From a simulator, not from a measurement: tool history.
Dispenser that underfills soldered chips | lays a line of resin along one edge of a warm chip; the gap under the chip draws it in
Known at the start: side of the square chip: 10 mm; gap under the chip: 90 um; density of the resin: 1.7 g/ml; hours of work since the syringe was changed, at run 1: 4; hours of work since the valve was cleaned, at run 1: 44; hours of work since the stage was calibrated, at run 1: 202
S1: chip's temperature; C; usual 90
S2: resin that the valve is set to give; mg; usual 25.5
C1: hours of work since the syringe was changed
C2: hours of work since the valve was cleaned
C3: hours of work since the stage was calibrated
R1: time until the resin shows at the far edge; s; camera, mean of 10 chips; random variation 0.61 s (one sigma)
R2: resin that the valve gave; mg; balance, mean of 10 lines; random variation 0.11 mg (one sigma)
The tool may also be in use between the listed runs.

run	day	S1	S2	C1	C2	C3	R1	R2
1	0.000	90	25.5	4	44	202	62.3	24.70
# day 0.229: new syringe of resin
2	0.408	90	25.5	3	50	208	61.2	24.61
# day 0.738: new syringe of resin
3	0.858	90	25.5	2	57	215	55.5	24.47
4	1.129	90	25.5	6	61	220	68.5	24.38
# day 1.217: new syringe of resin
5	1.446	90	25.5	4	66	225	62.4	24.39
# day 1.721: new syringe of resin
6	1.804	90	26.1	1	72	230	53.8	24.78
7	2.117	90	26.1	6	77	235	66.7	24.95
# day 2.196: new syringe of resin
# day 2.554: dispensing valve cleaned and set on the balance
8	2.654	90	25.5	7	2	243	71.5	25.54
# day 2.708: new syringe of resin
9	3.079	90	26.7	6	8	249	68.8	26.40
# day 3.196: new syringe of resin
10	3.329	90	26.7	2	12	253	57.6	26.42
# day 3.675: new syringe of resin
11	3.712	77	26.7	1	18	259	94.1	26.37
12	4.129	77	30.0	7	25	266	123.5	29.21
# day 4.179: new syringe of resin
13	4.454	77	30.0	4	30	271	109.6	29.23
# day 4.658: new syringe of resin
14	4.967	77	30.0	5	38	279	113.6	29.23
# day 5.138: new syringe of resin
15	5.329	77	30.0	3	43	284	104.0	28.98
# day 5.617: new syringe of resin
16	5.617	77	30.0	0	48	289	90.9	28.98
17	5.854	77	30.0	4	51	292	107.6	29.01
# day 6.100: new syringe of resin
18	6.204	77	31.7	2	57	298	97.1	30.41
19	6.550	105	23.7	7	62	303	39.2	22.71
# day 6.596: new syringe of resin
20	7.038	92	27.1	7	70	311	64.4	25.87
# day 7.075: new syringe of resin
21	7.496	90	25.9	7	77	318	70.1	24.55
# day 7.558: new syringe of resin
22	7.854	100	26.8	5	82	324	41.2	25.32
# day 7.921: dispensing valve cleaned and set on the balance
# day 8.096: new syringe of resin
23	8.129	76	22.4	1	3	327	100.3	22.63
24	8.462	101	23.3	6	8	332	42.6	23.29
# day 8.575: new syringe of resin
25	8.842	91	28.6	4	14	338	59.1	28.18
# day 9.067: stage's temperature calibrated
# day 9.121: new syringe of resin
26	9.150	91	28.6	0	18	1	52.3	28.40
27	9.483	88	24.5	6	24	6	76.8	24.23
# day 9.612: new syringe of resin
28	9.954	92	25.5	5	31	14	63.5	25.10

Some steps in R1 between neighbouring runs. How much of each would the tool show without its hidden state too (settings, what came in, random variation), and how much is left for the hidden state, with any gauge scatter that isn't in both results?
The hidden state here: resin's viscosity, % of fresh resin's; dose that the valve gives, % of what is set; true chip temperature over the reading, C; drift of the gauge itself on fill_s, %; drift of the gauge itself on given_mg, %.
Run 11 -> 12: S2 26.7 -> 30.0. R1 +29.4 s: hidden state +31.7, all else -2.3.
Run 16 -> 17: no setting changed, nothing entered. R1 +16.7 s: hidden state +16.8, all else -0.1.
Run 18 -> 19: S1 77 -> 105, S2 31.7 -> 23.7. R1 -57.9 s: hidden state +7.0, all else -64.9.
Run 22 -> 23: S1 100 -> 76, S2 26.8 -> 22.4, dispensing valve cleaned and set on the balance, new syringe of resin. R1 +59.1 s: hidden state -8.4, all else +67.5.
